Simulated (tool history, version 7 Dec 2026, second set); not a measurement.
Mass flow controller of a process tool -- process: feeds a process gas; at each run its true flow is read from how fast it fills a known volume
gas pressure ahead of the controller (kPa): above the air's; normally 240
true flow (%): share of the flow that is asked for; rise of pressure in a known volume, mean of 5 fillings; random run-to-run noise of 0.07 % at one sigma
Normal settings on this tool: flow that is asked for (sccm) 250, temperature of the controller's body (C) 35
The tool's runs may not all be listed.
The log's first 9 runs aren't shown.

run,hour,flow that is asked for (sccm),gas pressure ahead of the controller (kPa),temperature of the controller's body (C),true flow (%)
10,1041.7,250,178,35,97.46
11,1211.9,250,240,35,97.77
12,1374.4,250,240,35,97.75
13,1533.7,250,240,35,97.82
14,1624.7,250,240,35,97.88
15,1774.0,250,240,35,97.82
16,1853.8,250,240,35,97.68
17,1985.4,250,240,35,97.76
18,2169.5,250,174,35,97.50
19,2361.2,52,240,35,96.41
20,2456.0,52,240,26,97.12
21,2569.6,250,240,35,97.91
22,2707.7,250,240,31,97.97
23,2896.3,364,240,31,98.79
24,3003.9,364,240,28,99.07
25,3168.0,144,240,35,97.13
26,3272.3,144,240,35,97.23
27,3402.4,74,266,36,96.62
28,3509.9,74,266,36,96.63
29,3620.9,74,266,36,96.68
30,3778.5,174,228,36,97.11

Run 31 has not been measured yet. What should we expect?
31,3965.7,174,228,36,?

{"run 31": {"true flow (%)": 97.01}}
With no hidden state in the tool, this same run would have given true flow (%) 97.01.
